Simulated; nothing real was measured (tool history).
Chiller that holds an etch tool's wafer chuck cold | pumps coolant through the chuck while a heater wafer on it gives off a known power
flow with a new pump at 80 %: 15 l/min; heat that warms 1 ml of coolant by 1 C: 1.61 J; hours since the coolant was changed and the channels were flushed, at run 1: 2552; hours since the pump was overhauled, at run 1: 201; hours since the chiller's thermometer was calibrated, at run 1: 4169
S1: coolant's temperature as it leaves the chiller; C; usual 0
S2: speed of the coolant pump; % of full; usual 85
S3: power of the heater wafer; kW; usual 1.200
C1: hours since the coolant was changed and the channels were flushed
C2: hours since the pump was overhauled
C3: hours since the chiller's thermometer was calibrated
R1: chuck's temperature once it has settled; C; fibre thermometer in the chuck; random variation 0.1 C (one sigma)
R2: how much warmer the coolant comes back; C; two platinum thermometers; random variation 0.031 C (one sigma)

run,hour,S1,S2,S3,C1,C2,C3,R1,R2
1,0.0,0,85,1.200,2552,201,4169,11.5,2.80
2,46.7,0,85,1.200,2599,248,4215,11.3,2.79
3,127.1,0,85,1.200,2679,328,4296,11.5,2.85
4,187.7,0,85,1.200,2740,389,4356,11.5,2.77
5,298.3,0,77,1.200,2850,500,4467,12.5,3.12
6,390.7,8,85,1.200,2943,592,4560,19.8,2.81
7,448.3,6,85,1.200,3000,650,4617,17.8,2.75
8,508.3,6,84,1.200,3060,710,4677,18.0,2.90
9,587.3,6,84,1.200,3139,789,4756,18.1,2.87
10,654.6,0,85,1.176,3206,856,4823,11.9,2.79
11,700.8,0,85,1.176,3253,902,4870,11.9,2.82
12,785.1,0,85,0.761,3337,986,4954,8.3,1.84
# hour 876.8: coolant changed, channels flushed
13,890.1,0,85,1.200,13,1085,5053,10.1,2.85
14,961.1,0,85,1.200,84,1156,5124,10.2,2.83
15,1036.6,0,61,1.200,160,1232,5199,12.5,3.94
16,1086.9,0,61,1.200,210,1282,5250,12.7,3.98
17,1144.9,1,96,0.824,268,1340,5308,8.1,1.74
18,1203.0,1,96,0.824,326,1398,5366,8.1,1.74
# hour 1240.0: chiller's thermometer calibrated
19,1253.7,1,96,0.824,376,1448,14,6.7,1.76
20,1339.3,0,62,1.597,462,1534,99,14.9,5.17
21,1418.3,0,62,1.597,541,1613,178,14.9,5.26
22,1518.3,6,85,1.420,640,1713,278,16.9,3.36
23,1594.6,6,85,1.420,717,1789,355,17.0,3.36
24,1668.7,1,85,1.200,791,1863,429,10.6,2.87

The next listed run, before its measurement:
25,1728.4,1,85,1.200,851,1923,488,?,?

Run 25 gave R1 10.4 C, R2 2.89 C.
Without the tool's hidden state the same run would have given R1 9.8 C, R2 2.83 C.

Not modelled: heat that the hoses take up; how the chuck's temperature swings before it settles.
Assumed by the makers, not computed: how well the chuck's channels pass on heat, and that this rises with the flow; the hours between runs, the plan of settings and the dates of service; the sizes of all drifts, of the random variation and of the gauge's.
